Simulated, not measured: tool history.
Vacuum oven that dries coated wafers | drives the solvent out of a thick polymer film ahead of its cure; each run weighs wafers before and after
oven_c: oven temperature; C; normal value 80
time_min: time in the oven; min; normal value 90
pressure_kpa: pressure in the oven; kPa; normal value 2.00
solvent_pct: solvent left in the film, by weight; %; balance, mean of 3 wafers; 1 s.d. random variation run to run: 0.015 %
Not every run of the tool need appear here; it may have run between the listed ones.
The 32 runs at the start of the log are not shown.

| run | hour | oven_c | time_min | pressure_kpa | hours of work since the thermocouples were calibrated | hours of work since the vacuum gauge was cleaned of residue | solvent_pct |
|---|---|---|---|---|---|---|---|
| 33 | 1810.6 | 83 | 90 | 2.86 | 526 | 1301 | 2.33 |
| 34 | 1884.6 | 83 | 74 | 1.39 | 579 | 1354 | 2.35 |
| 35 | 1920.8 | 71 | 79 | 3.03 | 605 | 1380 | 5.28 |
| 36 | 2000.1 | 66 | 87 | 3.23 | 662 | 1437 | 6.32 |
| 37 | 2055.5 | 80 | 88 | 1.25 | 702 | 1476 | 2.27 |
| 38 | 2093.1 | 91 | 74 | 2.51 | 729 | 1503 | 1.51 |
| 39 | 2160.2 | 75 | 105 | 1.98 | 777 | 1552 | 2.96 |
| 40 | 2218.8 | 75 | 105 | 1.98 | 819 | 1594 | 2.94 |
| 41 | 2272.4 | 76 | 90 | 5.54 | 858 | 1632 | 4.66 |
|  | 2283.3 | vacuum gauge cleaned of residue and calibrated |
| 42 | 2350.4 | 77 | 145 | 1.99 | 913 | 48 | 1.52 |
| 43 | 2417.9 | 73 | 57 | 2.00 | 961 | 97 | 5.19 |
| 44 | 2483.1 | 73 | 57 | 2.00 | 1008 | 143 | 5.16 |
| 45 | 2545.2 | 68 | 155 | 2.14 | 1052 | 188 | 2.83 |
| 46 | 2602.0 | 86 | 105 | 1.03 | 1093 | 229 | 0.76 |
| 47 | 2648.9 | 76 | 90 | 2.00 | 1127 | 262 | 2.83 |

Forecast each of these 3 alternatives for the next run:
| A | 2726.9 | 76 | 90 | 1.21 | 1183 | 318 | ? |
| B | 2726.9 | 65 | 90 | 1.74 | 1183 | 318 | ? |
| C | 2726.9 | 81 | 120 | 2.39 | 1183 | 318 | ? |

| run | solvent_pct |
|---|---|
| A | 2.49 |
| B | 5.10 |
| C | 1.50 |
Had the tool no hidden state, the same runs would have come out as:
| run | solvent_pct |
|---|---|
| A | 3.01 |
| B | 5.75 |
| C | 1.83 |
